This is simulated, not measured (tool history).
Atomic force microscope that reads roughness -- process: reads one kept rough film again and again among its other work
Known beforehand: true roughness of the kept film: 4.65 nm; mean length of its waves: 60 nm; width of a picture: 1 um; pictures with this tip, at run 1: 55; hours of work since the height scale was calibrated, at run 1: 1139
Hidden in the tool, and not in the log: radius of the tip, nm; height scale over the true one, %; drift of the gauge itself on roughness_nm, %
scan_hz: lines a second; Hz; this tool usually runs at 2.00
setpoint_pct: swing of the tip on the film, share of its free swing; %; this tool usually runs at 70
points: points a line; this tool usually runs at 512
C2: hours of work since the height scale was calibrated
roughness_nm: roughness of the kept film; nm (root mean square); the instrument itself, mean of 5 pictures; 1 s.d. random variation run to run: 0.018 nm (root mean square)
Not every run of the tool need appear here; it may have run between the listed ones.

run 1 hour=0.0 | scan_hz=2.00 setpoint_pct=70 points=512 | pictures_with_this_tip=55 C2=1139 | roughness_nm=4.262
run 2 hour=60.2 | scan_hz=2.00 setpoint_pct=70 points=512 | pictures_with_this_tip=158 C2=1171 | roughness_nm=4.119
-- hour=114.5 new tip fitted
run 3 hour=122.8 | scan_hz=2.00 setpoint_pct=70 points=512 | pictures_with_this_tip=14 C2=1203 | roughness_nm=4.271
run 4 hour=203.3 | scan_hz=2.00 setpoint_pct=70 points=512 | pictures_with_this_tip=152 C2=1245 | roughness_nm=4.078
-- hour=261.0 new tip fitted
run 5 hour=274.4 | scan_hz=2.00 setpoint_pct=70 points=512 | pictures_with_this_tip=22 C2=1282 | roughness_nm=4.255
run 6 hour=327.2 | scan_hz=2.00 setpoint_pct=70 points=512 | pictures_with_this_tip=113 C2=1310 | roughness_nm=4.131
run 7 hour=370.5 | scan_hz=2.00 setpoint_pct=70 points=512 | pictures_with_this_tip=187 C2=1333 | roughness_nm=4.052
-- hour=402.0 new tip fitted
run 8 hour=414.0 | scan_hz=2.00 setpoint_pct=70 points=512 | pictures_with_this_tip=20 C2=1355 | roughness_nm=4.256
run 9 hour=495.4 | scan_hz=2.00 setpoint_pct=70 points=967 | pictures_with_this_tip=160 C2=1398 | roughness_nm=4.094
-- hour=545.8 new tip fitted
run 10 hour=548.6 | scan_hz=2.00 setpoint_pct=70 points=967 | pictures_with_this_tip=5 C2=1426 | roughness_nm=4.283
run 11 hour=606.0 | scan_hz=2.00 setpoint_pct=70 points=967 | pictures_with_this_tip=103 C2=1456 | roughness_nm=4.179
run 12 hour=659.1 | scan_hz=2.00 setpoint_pct=70 points=967 | pictures_with_this_tip=194 C2=1484 | roughness_nm=4.076
-- hour=688.1 new tip fitted
run 13 hour=732.7 | scan_hz=2.00 setpoint_pct=81 points=512 | pictures_with_this_tip=77 C2=1522 | roughness_nm=4.068
run 14 hour=813.6 | scan_hz=2.00 setpoint_pct=81 points=512 | pictures_with_this_tip=215 C2=1564 | roughness_nm=3.891
-- hour=829.4 new tip fitted
run 15 hour=850.0 | scan_hz=2.00 setpoint_pct=70 points=512 | pictures_with_this_tip=35 C2=1583 | roughness_nm=4.268
run 16 hour=905.8 | scan_hz=2.00 setpoint_pct=70 points=308 | pictures_with_this_tip=131 C2=1613 | roughness_nm=4.109
run 17 hour=945.9 | scan_hz=2.00 setpoint_pct=70 points=308 | pictures_with_this_tip=199 C2=1634 | roughness_nm=4.024
-- hour=971.6 new tip fitted
run 18 hour=1010.1 | scan_hz=2.00 setpoint_pct=70 points=308 | pictures_with_this_tip=66 C2=1667 | roughness_nm=4.233
-- hour=1015.0 height scale calibrated on a step standard
run 19 hour=1067.9 | scan_hz=2.00 setpoint_pct=70 points=308 | pictures_with_this_tip=163 C2=28 | roughness_nm=4.088
-- hour=1116.4 new tip fitted
run 20 hour=1117.8 | scan_hz=2.00 setpoint_pct=70 points=308 | pictures_with_this_tip=3 C2=54 | roughness_nm=4.247
run 21 hour=1188.7 | scan_hz=2.00 setpoint_pct=70 points=512 | pictures_with_this_tip=124 C2=91 | roughness_nm=4.101
-- hour=1260.2 new tip fitted
run 22 hour=1261.0 | scan_hz=2.00 setpoint_pct=70 points=512 | pictures_with_this_tip=2 C2=128 | roughness_nm=4.238
run 23 hour=1334.7 | scan_hz=2.00 setpoint_pct=70 points=512 | pictures_with_this_tip=128 C2=167 | roughness_nm=4.110
run 24 hour=1379.4 | scan_hz=2.00 setpoint_pct=84 points=512 | pictures_with_this_tip=204 C2=191 | roughness_nm=3.879
-- hour=1405.3 new tip fitted
run 25 hour=1437.9 | scan_hz=2.00 setpoint_pct=73 points=512 | pictures_with_this_tip=55 C2=221 | roughness_nm=4.132
-- hour=1489.0 height scale calibrated on a step standard, once more
run 26 hour=1515.0 | scan_hz=2.00 setpoint_pct=71 points=512 | pictures_with_this_tip=186 C2=14 | roughness_nm=4.077
-- hour=1549.3 new tip fitted
run 27 hour=1566.2 | scan_hz=2.00 setpoint_pct=71 points=512 | pictures_with_this_tip=29 C2=40 | roughness_nm=4.259
run 28 hour=1634.5 | scan_hz=2.96 setpoint_pct=60 points=512 | pictures_with_this_tip=146 C2=76 | roughness_nm=4.172
run 29 hour=1688.9 | scan_hz=1.67 setpoint_pct=60 points=413 | pictures_with_this_tip=239 C2=105 | roughness_nm=4.111
-- hour=1694.5 new tip fitted
run 30 hour=1737.5 | scan_hz=1.84 setpoint_pct=70 points=777 | pictures_with_this_tip=73 C2=130 | roughness_nm=4.247
run 31 hour=1778.8 | scan_hz=0.94 setpoint_pct=70 points=337 | pictures_with_this_tip=144 C2=151 | roughness_nm=4.231
run 32 hour=1812.9 | scan_hz=3.82 setpoint_pct=88 points=337 | pictures_with_this_tip=202 C2=169 | roughness_nm=3.595
-- hour=1836.0 new tip fitted
run 33 hour=1885.2 | scan_hz=1.36 setpoint_pct=70 points=512 | pictures_with_this_tip=84 C2=207 | roughness_nm=4.257
run 34 hour=1926.3 | scan_hz=1.36 setpoint_pct=89 points=560 | pictures_with_this_tip=154 C2=229 | roughness_nm=4.027
-- hour=1980.2 new tip fitted
run 35 hour=1984.6 | scan_hz=1.78 setpoint_pct=89 points=560 | pictures_with_this_tip=7 C2=259 | roughness_nm=4.117
run 36 hour=2059.2 | scan_hz=3.12 setpoint_pct=70 points=469 | pictures_with_this_tip=135 C2=298 | roughness_nm=4.065
-- hour=2125.6 new tip fitted
run 37 hour=2138.8 | scan_hz=3.12 setpoint_pct=70 points=469 | pictures_with_this_tip=23 C2=339 | roughness_nm=4.197
run 38 hour=2174.3 | scan_hz=3.12 setpoint_pct=70 points=469 | pictures_with_this_tip=84 C2=358 | roughness_nm=4.145
run 39 hour=2208.7 | scan_hz=3.12 setpoint_pct=70 points=469 | pictures_with_this_tip=142 C2=376 | roughness_nm=4.049
run 40 hour=2257.4 | scan_hz=1.49 setpoint_pct=86 points=512 | pictures_with_this_tip=226 C2=402 | roughness_nm=3.915
-- hour=2269.4 new tip fitted
run 41 hour=2306.2 | scan_hz=1.49 setpoint_pct=86 points=512 | pictures_with_this_tip=63 C2=427 | roughness_nm=4.133
run 42 hour=2359.1 | scan_hz=1.43 setpoint_pct=56 points=422 | pictures_with_this_tip=154 C2=455 | roughness_nm=4.184
run 43 hour=2401.0 | scan_hz=1.55 setpoint_pct=70 points=422 | pictures_with_this_tip=226 C2=477 | roughness_nm=4.058
-- hour=2411.7 new tip fitted
run 44 hour=2444.5 | scan_hz=0.66 setpoint_pct=73 points=603 | pictures_with_this_tip=56 C2=499 | roughness_nm=4.341
run 45 hour=2508.1 | scan_hz=2.00 setpoint_pct=84 points=512 | pictures_with_this_tip=165 C2=533 | roughness_nm=3.908
run 46 hour=2543.7 | scan_hz=2.05 setpoint_pct=85 points=535 | pictures_with_this_tip=226 C2=551 | roughness_nm=3.876
-- hour=2557.8 new tip fitted
run 47 hour=2610.7 | scan_hz=2.05 setpoint_pct=85 points=535 | pictures_with_this_tip=90 C2=586 | roughness_nm=4.016
run 48 hour=2674.5 | scan_hz=0.85 setpoint_pct=85 points=492 | pictures_with_this_tip=199 C2=620 | roughness_nm=4.080
-- hour=2698.7 new tip fitted
run 49 hour=2725.8 | scan_hz=3.28 setpoint_pct=60 points=531 | pictures_with_this_tip=46 C2=646 | roughness_nm=4.245
run 50 hour=2768.6 | scan_hz=1.25 setpoint_pct=71 points=760 | pictures_with_this_tip=120 C2=669 | roughness_nm=4.230

Difference, measured minus no-hidden-state, one row per run. Run-to-run variation is common to both terms; the gauge's own scatter need not be:
run=1 roughness_nm=-0.078
run=2 roughness_nm=-0.201
run=3 roughness_nm=-0.049
run=4 roughness_nm=-0.221
run=5 roughness_nm=-0.070
run=6 roughness_nm=-0.187
run=7 roughness_nm=-0.268
run=8 roughness_nm=-0.058
run=9 roughness_nm=-0.245
run=10 roughness_nm=-0.040
run=11 roughness_nm=-0.169
run=12 roughness_nm=-0.276
run=13 roughness_nm=-0.135
run=14 roughness_nm=-0.306
run=15 roughness_nm=-0.089
run=16 roughness_nm=-0.207
run=17 roughness_nm=-0.287
run=18 roughness_nm=-0.112
run=19 roughness_nm=-0.242
run=20 roughness_nm=-0.063
run=21 roughness_nm=-0.206
run=22 roughness_nm=-0.054
run=23 roughness_nm=-0.221
run=24 roughness_nm=-0.303
run=25 roughness_nm=-0.127
run=26 roughness_nm=-0.234
run=27 roughness_nm=-0.044
run=28 roughness_nm=-0.180
run=29 roughness_nm=-0.293
run=30 roughness_nm=-0.098
run=31 roughness_nm=-0.191
run=32 roughness_nm=-0.233
run=33 roughness_nm=-0.110
run=34 roughness_nm=-0.188
run=35 roughness_nm=-0.012
run=36 roughness_nm=-0.171
run=37 roughness_nm=-0.040
run=38 roughness_nm=-0.113
run=39 roughness_nm=-0.185
run=40 roughness_nm=-0.288
run=41 roughness_nm=-0.096
run=42 roughness_nm=-0.215
run=43 roughness_nm=-0.299
run=44 roughness_nm=-0.088
run=45 roughness_nm=-0.211
run=46 roughness_nm=-0.280
run=47 roughness_nm=-0.125
run=48 roughness_nm=-0.262
run=49 roughness_nm=-0.073
run=50 roughness_nm=-0.176
